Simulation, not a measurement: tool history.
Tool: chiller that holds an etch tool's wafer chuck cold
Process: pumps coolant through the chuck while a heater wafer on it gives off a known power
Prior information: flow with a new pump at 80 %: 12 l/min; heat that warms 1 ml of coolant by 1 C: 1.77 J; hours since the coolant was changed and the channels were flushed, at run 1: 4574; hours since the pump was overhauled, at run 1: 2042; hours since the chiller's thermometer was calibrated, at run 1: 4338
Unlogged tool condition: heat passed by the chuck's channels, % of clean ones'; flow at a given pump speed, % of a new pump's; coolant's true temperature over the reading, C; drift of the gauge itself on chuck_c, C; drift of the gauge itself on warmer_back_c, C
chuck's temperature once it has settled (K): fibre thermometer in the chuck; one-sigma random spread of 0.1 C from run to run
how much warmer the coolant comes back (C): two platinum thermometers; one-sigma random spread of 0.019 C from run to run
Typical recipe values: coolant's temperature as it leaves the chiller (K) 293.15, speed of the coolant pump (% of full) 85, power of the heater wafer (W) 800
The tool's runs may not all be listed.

run,day,coolant's temperature as it leaves the chiller (K),speed of the coolant pump (% of full),power of the heater wafer (W),hours since the coolant was changed and the channels were flushed,hours since the pump was overhauled,hours since the chiller's thermometer was calibrated,chuck's temperature once it has settled (K),how much warmer the coolant comes back (C)
1,0.000,293.15,85,800,4574,2042,4338,302.35,2.23
2,3.350,293.15,85,800,4654,2122,4418,302.35,2.20
# day 4.279: coolant changed, channels flushed
3,5.188,293.15,85,800,22,2160,4457,300.65,2.22
4,8.071,293.15,85,800,91,2229,4526,300.75,2.24
5,10.217,293.15,85,590,142,2281,4577,298.65,1.60
6,12.025,293.15,84,800,186,2324,4621,300.75,2.26
7,14.588,293.15,84,800,247,2386,4682,301.05,2.23
8,17.312,300.15,84,1157,313,2451,4748,311.45,3.26
9,20.833,293.15,100,720,397,2536,4832,299.45,1.68
10,23.688,300.15,80,943,466,2604,4901,309.55,2.78
# day 24.417: chiller's thermometer calibrated
11,26.388,300.15,80,943,530,2668,47,310.35,2.81
12,27.896,300.15,80,943,566,2704,83,310.15,2.82
13,31.171,290.15,85,800,644,2783,162,298.35,2.22

Consider 3 possible next runs. They are alternatives, not a sequence: every one starts from the tool as it was left by run 13. What does each give?
A,34.208,294.15,85,929,717,2856,235,?,?
B,34.208,290.15,85,573,717,2856,235,?,?
C,34.208,290.15,85,583,717,2856,235,?,?

run,chuck's temperature once it has settled (K),how much warmer the coolant comes back (C)
A,303.65,2.62
B,295.95,1.63
C,296.05,1.63
What these runs would have given with no unlogged condition in the tool:
run,chuck's temperature once it has settled (K),how much warmer the coolant comes back (C)
A,303.05,2.47
B,295.55,1.54
C,295.65,1.54

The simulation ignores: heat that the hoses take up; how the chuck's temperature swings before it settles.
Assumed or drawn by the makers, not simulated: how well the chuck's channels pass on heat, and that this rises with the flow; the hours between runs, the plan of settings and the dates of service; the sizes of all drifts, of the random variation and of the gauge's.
